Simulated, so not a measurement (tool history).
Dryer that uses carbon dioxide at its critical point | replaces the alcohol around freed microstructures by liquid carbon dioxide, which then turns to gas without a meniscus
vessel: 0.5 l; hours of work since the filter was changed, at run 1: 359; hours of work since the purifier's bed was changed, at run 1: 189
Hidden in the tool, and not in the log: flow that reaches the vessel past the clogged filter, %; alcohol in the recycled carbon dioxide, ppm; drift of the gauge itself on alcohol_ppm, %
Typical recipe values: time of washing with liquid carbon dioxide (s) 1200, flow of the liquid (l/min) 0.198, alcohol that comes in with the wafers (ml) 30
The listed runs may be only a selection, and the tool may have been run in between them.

| run | hour | time of washing with liquid carbon dioxide (s) | flow of the liquid (l/min) | alcohol that comes in with the wafers (ml) | hours of work since the filter was changed | hours of work since the purifier's bed was changed | alcohol left in the vessel before it's heated (ppm by volume) |
|---|---|---|---|---|---|---|---|
| 1 | 0 | 1200 | 0.198 | 30 | 359 | 189 | 163 |
| 2 | 11.3 | 1200 | 0.198 | 30 | 367 | 196 | 175 |
| 3 | 20.2 | 1200 | 0.198 | 30 | 372 | 202 | 166 |
| 4 | 29.3 | 1200 | 0.198 | 30 | 378 | 208 | 172 |
| 5 | 35.2 | 1200 | 0.198 | 30 | 382 | 212 | 175 |
| 6 | 45 | 1200 | 0.198 | 36 | 388 | 218 | 195 |
| 7 | 53.6 | 1200 | 0.198 | 36 | 394 | 224 | 204 |
| 8 | 59.5 | 1200 | 0.198 | 36 | 398 | 228 | 214 |
| 9 | 69.1 | 1200 | 0.198 | 106 | 404 | 234 | 528 |
| 10 | 77 | 1200 | 0.198 | 106 | 409 | 239 | 547 |
| 11 | 88.8 | 1200 | 0.198 | 106 | 417 | 247 | 544 |
| 12 | 94.9 | 1200 | 0.198 | 106 | 421 | 251 | 562 |
| 13 | 106.8 | 1200 | 0.198 | 106 | 429 | 258 | 565 |
| 14 | 115.8 | 720 | 0.198 | 30 | 434 | 264 | 1649 |
| 15 | 120.9 | 720 | 0.198 | 30 | 438 | 268 | 1700 |
| 16 | 128.1 | 1200 | 0.198 | 86 | 442 | 272 | 468 |
| 17 | 136.9 | 1200 | 0.198 | 89 | 448 | 278 | 497 |
| 18 | 143.2 | 1680 | 0.198 | 30 | 452 | 282 | 68 |
| 19 | 153.6 | 1680 | 0.198 | 30 | 459 | 289 | 68 |
|  | 160.5 | inlet filter changed |
| 20 | 161.6 | 1680 | 0.198 | 30 | 1 | 293 | 53 |
| 21 | 167.6 | 1380 | 0.198 | 30 | 5 | 297 | 75 |
| 22 | 175.8 | 1380 | 0.198 | 30 | 10 | 303 | 77 |
| 23 | 183.8 | 1380 | 0.198 | 30 | 15 | 308 | 66 |
| 24 | 191.9 | 1380 | 0.198 | 30 | 20 | 313 | 73 |
| 25 | 202.6 | 720 | 0.198 | 58 | 27 | 320 | 2234 |
| 26 | 212.5 | 720 | 0.142 | 29 | 34 | 327 | 3280 |
| 27 | 219.2 | 1260 | 0.196 | 52 | 38 | 331 | 151 |
| 28 | 225.2 | 1560 | 0.226 | 119 | 42 | 335 | 62 |
| 29 | 231.8 | 1200 | 0.26 | 38 | 46 | 339 | 61 |
| 30 | 239.2 | 1200 | 0.258 | 51 | 51 | 344 | 65 |

Run 31, settings as shown, results not yet in. Your forecast:
| 31 | 250.7 | 1260 | 0.258 | 51 | 59 | 351 | ? |

Run 31 came out at alcohol left in the vessel before it's heated (ppm by volume) 59.
Had the tool carried no hidden state, the very same run would have given alcohol left in the vessel before it's heated (ppm by volume) 7.
